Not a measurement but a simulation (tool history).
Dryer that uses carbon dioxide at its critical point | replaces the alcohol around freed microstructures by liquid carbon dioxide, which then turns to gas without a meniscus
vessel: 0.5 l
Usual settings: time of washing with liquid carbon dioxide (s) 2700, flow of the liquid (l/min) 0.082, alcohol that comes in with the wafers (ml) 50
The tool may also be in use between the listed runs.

| run | day | time of washing with liquid carbon dioxide (s) | flow of the liquid (l/min) | alcohol that comes in with the wafers (ml) | alcohol left in the vessel before it's heated (ppm by volume) |
|---|---|---|---|---|---|
| 1 | 0 | 2700 | 0.082 | 50 | 535 |
| 2 | 0.629 | 2700 | 0.082 | 50 | 524 |
| 3 | 1.146 | 2700 | 0.082 | 50 | 556 |
| 4 | 1.954 | 2160 | 0.082 | 50 | 1526 |
| 5 | 2.517 | 2700 | 0.082 | 50 | 576 |
| 6 | 3.058 | 2700 | 0.1211 | 50 | 82 |
| 7 | 3.65 | 2700 | 0.1211 | 50 | 99 |
| 8 | 4.392 | 2700 | 0.082 | 50 | 639 |
| 9 | 5.25 | 2700 | 0.082 | 50 | 647 |
| 10 | 5.621 | 2700 | 0.082 | 50 | 638 |
| 11 | 6.088 | 2700 | 0.082 | 114 | 1411 |
| 12 | 6.938 | 2700 | 0.082 | 32 | 449 |
| 13 | 7.633 | 1680 | 0.1031 | 63 | 2541 |
| 14 | 8.092 | 1980 | 0.1031 | 58 | 1206 |

Forecast run 15:
| 15 | 8.675 | 3180 | 0.082 | 50 | ? |

alcohol left in the vessel before it's heated (ppm by volume): 319
Without the tool's hidden state the same run would have given alcohol left in the vessel before it's heated (ppm by volume) 143.
